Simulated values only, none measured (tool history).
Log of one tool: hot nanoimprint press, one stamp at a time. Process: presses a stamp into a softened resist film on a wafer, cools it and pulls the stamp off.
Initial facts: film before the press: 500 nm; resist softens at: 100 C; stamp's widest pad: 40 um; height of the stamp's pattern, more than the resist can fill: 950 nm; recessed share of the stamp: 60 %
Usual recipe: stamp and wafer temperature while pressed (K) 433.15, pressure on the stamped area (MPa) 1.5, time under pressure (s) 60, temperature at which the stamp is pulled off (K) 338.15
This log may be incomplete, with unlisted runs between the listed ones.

run,hour,stamp and wafer temperature while pressed (K),pressure on the stamped area (MPa),time under pressure (s),temperature at which the stamp is pulled off (K),resist left under the stamp's widest pad (Å),greatest force while the stamp is pulled off (N)
1,0,433.15,1.5,60,338.15,2300,131
2,4.5,433.15,1.5,60,338.15,2296,131
3,13.1,433.15,1.5,60,332.15,2284,144
4,22.7,433.15,1.5,60,338.15,2298,129
5,32.5,433.15,1.5,60,338.15,2297,134
6,42.5,433.15,1.5,60,338.15,2293,130
7,50.2,433.15,1.08,60,338.15,2579,133
8,60.7,433.15,1.5,60,338.15,2309,132
9,69.9,433.15,1.5,60,338.15,2281,133
10,76.7,433.15,1.5,60,338.15,2272,135
11,87.5,440.15,1.5,60,338.15,1573,129
12,93.1,433.15,1.5,46,338.15,2540,128
13,97.4,433.15,1.5,46,338.15,2537,128
14,103.1,433.15,1.5,46,338.15,2526,135
15,111.7,433.15,1.5,60,338.15,2280,133
16,116.1,433.15,1.5,60,338.15,2304,127
17,121.9,429.15,0.96,33,334.15,3743,137
18,132.6,433.15,1,60,338.15,2696,126
19,137.1,433.15,1.02,82,338.15,2358,133
20,147.4,433.15,1.02,82,338.15,2365,132
21,152.7,433.15,1.02,82,338.15,2374,134
22,159.4,433.15,2.03,60,338.15,2035,127
23,168.3,433.15,2.03,43,337.15,2313,136
24,178.5,433.15,2.11,60,338.15,2019,128
25,185.1,433.15,2.26,51,338.15,2057,128

Estimate the outcome of run 26 from the log above:
26,192.5,433.15,2.26,51,338.15,?,?

resist left under the stamp's widest pad (Å): 2090
greatest force while the stamp is pulled off (N): 130
Minus the tool's unlogged condition, the same run would have read resist left under the stamp's widest pad (Å) 2087, greatest force while the stamp is pulled off (N) 129.
